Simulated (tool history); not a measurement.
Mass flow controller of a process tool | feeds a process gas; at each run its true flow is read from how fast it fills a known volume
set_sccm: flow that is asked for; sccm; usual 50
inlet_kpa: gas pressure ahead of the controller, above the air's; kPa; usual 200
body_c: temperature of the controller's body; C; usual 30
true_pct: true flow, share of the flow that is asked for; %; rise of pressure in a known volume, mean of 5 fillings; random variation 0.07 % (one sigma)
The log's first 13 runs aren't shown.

| run | hour | set_sccm | inlet_kpa | body_c | hours of work since the controller was set to zero | hours of work since the controller was changed | true_pct |
|---|---|---|---|---|---|---|---|
| 14 | 733.3 | 50 | 200 | 30 | 1280 | 1280 | 98.65 |
| 15 | 792.1 | 50 | 200 | 30 | 1312 | 1312 | 98.62 |
| 16 | 840.5 | 50 | 200 | 30 | 1338 | 1338 | 98.62 |
| 17 | 879.9 | 55 | 195 | 24 | 1360 | 1360 | 98.67 |
| 18 | 916.2 | 55 | 195 | 24 | 1380 | 1380 | 98.74 |
| 19 | 953.8 | 10 | 153 | 22 | 1400 | 1400 | 96.06 |
| 20 | 1028.2 | 10 | 153 | 32 | 1440 | 1440 | 96.19 |
| 21 | 1090.5 | 10 | 153 | 32 | 1474 | 1474 | 96.18 |
| 22 | 1123.5 | 49 | 177 | 32 | 1492 | 1492 | 98.62 |
| 23 | 1188.1 | 49 | 177 | 32 | 1527 | 1527 | 98.65 |
| 24 | 1256.7 | 49 | 177 | 32 | 1564 | 1564 | 98.73 |
| 25 | 1305.7 | 49 | 177 | 32 | 1591 | 1591 | 98.65 |
| 26 | 1338.2 | 12 | 184 | 32 | 1608 | 1608 | 96.52 |
| 27 | 1397.5 | 12 | 184 | 32 | 1640 | 1640 | 96.55 |
| 28 | 1436.4 | 30 | 179 | 32 | 1661 | 1661 | 97.82 |
| 29 | 1511.2 | 69 | 196 | 32 | 1702 | 1702 | 99.37 |
| 30 | 1587.3 | 48 | 181 | 30 | 1743 | 1743 | 98.53 |
| 31 | 1663.4 | 30 | 164 | 26 | 1784 | 1784 | 97.63 |

5 ways to go on from here, each from the tool as it stands after run 31. What would each give?
| A | 1696.2 | 30 | 164 | 24 | 1802 | 1802 | ? |
| B | 1696.2 | 50 | 200 | 22 | 1802 | 1802 | ? |
| C | 1696.2 | 69 | 232 | 36 | 1802 | 1802 | ? |
| D | 1696.2 | 50 | 216 | 33 | 1802 | 1802 | ? |
| E | 1696.2 | 30 | 154 | 28 | 1802 | 1802 | ? |

| run | true_pct |
|---|---|
| A | 97.54 |
| B | 98.26 |
| C | 99.65 |
| D | 98.85 |
| E | 97.63 |
Without the tool's hidden state the same runs would have given:
| run | true_pct |
|---|---|
| A | 97.71 |
| B | 98.2 |
| C | 99.5 |
| D | 98.8 |
| E | 97.8 |
